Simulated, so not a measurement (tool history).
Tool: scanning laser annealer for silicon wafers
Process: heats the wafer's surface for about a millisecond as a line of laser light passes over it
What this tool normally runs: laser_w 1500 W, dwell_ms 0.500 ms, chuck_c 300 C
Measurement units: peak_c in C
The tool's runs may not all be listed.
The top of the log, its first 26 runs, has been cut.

run 27 day=37.921 | laser_w=1338 dwell_ms=0.498 chuck_c=310 | peak_c=1044
run 28 day=39.750 | laser_w=1500 dwell_ms=0.486 chuck_c=305 | peak_c=1119
run 29 day=41.092 | laser_w=1286 dwell_ms=0.486 chuck_c=299 | peak_c=998
run 30 day=42.925 | laser_w=1384 dwell_ms=0.385 chuck_c=274 | peak_c=950
run 31 day=45.262 | laser_w=1384 dwell_ms=0.385 chuck_c=274 | peak_c=950
run 32 day=47.225 | laser_w=1638 dwell_ms=0.417 chuck_c=335 | peak_c=1160
run 33 day=49.288 | laser_w=1468 dwell_ms=0.417 chuck_c=330 | peak_c=1071
run 34 day=50.588 | laser_w=1468 dwell_ms=0.353 chuck_c=305 | peak_c=988
run 35 day=51.946 | laser_w=1468 dwell_ms=0.353 chuck_c=305 | peak_c=992
-- day=52.725 window over the wafer cleaned
run 36 day=53.896 | laser_w=1500 dwell_ms=0.500 chuck_c=331 | peak_c=1157
run 37 day=56.088 | laser_w=1542 dwell_ms=0.370 chuck_c=300 | peak_c=1038
run 38 day=57.708 | laser_w=1542 dwell_ms=0.370 chuck_c=300 | peak_c=1037
run 39 day=59.646 | laser_w=1500 dwell_ms=0.371 chuck_c=300 | peak_c=1018
run 40 day=61.104 | laser_w=1500 dwell_ms=0.588 chuck_c=327 | peak_c=1214

Branching from run 40: 5 alternative next runs. What would each branch give?
run A day=63.450 | laser_w=1525 dwell_ms=0.610 chuck_c=300 | peak_c=?
run B day=63.450 | laser_w=1622 dwell_ms=0.500 chuck_c=309 | peak_c=?
run C day=63.450 | laser_w=1500 dwell_ms=0.358 chuck_c=327 | peak_c=?
run D day=63.450 | laser_w=1500 dwell_ms=0.588 chuck_c=274 | peak_c=?
run E day=63.450 | laser_w=1500 dwell_ms=0.374 chuck_c=328 | peak_c=?

run=A peak_c=1220
run=B peak_c=1200
run=C peak_c=1033
run=D peak_c=1161
run=E peak_c=1048
With the hidden condition removed and each run's random variation left untouched, the same runs would have given:
run=A peak_c=1220
run=B peak_c=1200
run=C peak_c=1034
run=D peak_c=1162
run=E peak_c=1049

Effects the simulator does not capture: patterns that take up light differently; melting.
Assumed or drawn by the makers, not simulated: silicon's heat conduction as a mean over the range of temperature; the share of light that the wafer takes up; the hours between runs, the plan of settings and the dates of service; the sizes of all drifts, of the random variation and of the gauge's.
